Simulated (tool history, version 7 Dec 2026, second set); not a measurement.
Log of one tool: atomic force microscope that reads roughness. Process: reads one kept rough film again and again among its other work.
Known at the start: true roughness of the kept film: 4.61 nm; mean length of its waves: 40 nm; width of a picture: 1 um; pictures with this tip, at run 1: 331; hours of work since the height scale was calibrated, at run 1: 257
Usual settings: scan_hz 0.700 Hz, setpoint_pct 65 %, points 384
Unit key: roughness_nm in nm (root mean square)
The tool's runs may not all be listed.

run,hour,scan_hz,setpoint_pct,points,pictures with this tip,hours of work since the height scale was calibrated,roughness_nm
1,0.0,0.700,65,384,331,257,3.598
# hour 6.1: new tip fitted
2,16.1,0.700,65,384,26,269,4.131
3,28.2,0.700,65,384,57,278,4.113
4,37.2,0.700,65,384,80,285,4.036
5,47.7,0.700,65,384,107,293,3.986
6,58.0,0.700,65,384,134,302,3.961
7,69.7,0.700,65,384,164,311,3.873
8,76.5,0.700,65,384,182,316,3.836
9,88.6,0.700,65,569,213,325,3.793
10,102.4,2.924,65,384,249,336,3.650
11,110.8,2.924,65,384,271,343,3.581
12,117.7,2.924,65,384,289,348,3.555
# hour 119.4: height scale calibrated on a step standard
13,129.9,0.677,65,336,318,8,3.622
# hour 140.7: new tip fitted
14,145.3,0.677,65,336,12,20,4.194
15,155.3,0.700,65,718,38,28,4.188
16,168.0,0.700,65,718,71,37,4.090
17,182.4,1.653,78,384,108,49,3.878
# hour 194.4: height scale calibrated on a step standard, once more
18,196.9,0.701,57,384,143,2,3.922
19,204.1,0.701,57,384,162,8,3.909
20,216.6,1.037,71,384,194,17,3.774
21,231.2,1.741,89,476,232,29,3.537
22,246.6,1.741,79,398,272,41,3.549

Predict each of these 3 candidate next runs independently; none follows another, all start after run 22:
A,262.6,2.088,65,725,313,53,?
B,262.6,2.052,79,606,313,53,?
C,262.6,0.700,59,384,313,53,?

run,roughness_nm
A,3.552
B,3.457
C,3.632
With the hidden condition removed and each run's random variation left untouched, the same runs would have given:
run,roughness_nm
A,4.148
B,4.037
C,4.241
